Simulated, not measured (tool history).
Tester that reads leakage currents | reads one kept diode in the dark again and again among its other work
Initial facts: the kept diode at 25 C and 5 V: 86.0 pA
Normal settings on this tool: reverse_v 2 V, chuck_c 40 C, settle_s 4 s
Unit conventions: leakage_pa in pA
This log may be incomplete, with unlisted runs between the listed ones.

run,hour,reverse_v,chuck_c,settle_s,leakage_pa
1,0,2,40,4,251.68
2,44.1,2,40,4,250.11
3,93.7,2,41,4,271.87
4,128.3,2,41,4,272.76
5,189.4,2,40,2.22,249.58
6,245.9,2,40,0.37,247.84
7,304.5,2,40,0.37,247.65
8,371,2,40,0.37,246.51
9,397.9,2,20,4,38.54
10,429.9,2,20,4,38.62
11,460.1,2,20,4,38.44
12,494.4,2,20,4,38.52
13,537.7,2,20,4,38.06
14,603.3,8.79,50,0.51,903.33
15,668.9,9.51,52,9.12,1080.74
16,712.1,9.51,52,9.12,1081.86
# hour 717.1: chuck's temperature calibrated
17,745.4,2,42,1.05,282.73
18,804.3,2,40,0.87,236.46
19,838.7,2,21,0.62,41.22
# hour 849: chuck's temperature calibrated, once more
20,878.8,1.06,40,8.45,206.45
21,906.3,4.19,40,4,318.57
22,966.6,2.74,38,0.51,233.58
23,1012.3,2,40,4.42,250.76
24,1061.6,2,40,4.42,248.99

3 ways to go on from here, each from the tool as it stands after run 24. What would each give?
A,1095.6,2.6,25,4.42,?
B,1095.6,2.17,40,4.91,?
C,1095.6,6.98,40,6.04,?

run,leakage_pa
A,69.39
B,254.89
C,369.92
Had the tool no hidden state, the same runs would have come out as:
run,leakage_pa
A,70.09
B,258.27
C,374.19

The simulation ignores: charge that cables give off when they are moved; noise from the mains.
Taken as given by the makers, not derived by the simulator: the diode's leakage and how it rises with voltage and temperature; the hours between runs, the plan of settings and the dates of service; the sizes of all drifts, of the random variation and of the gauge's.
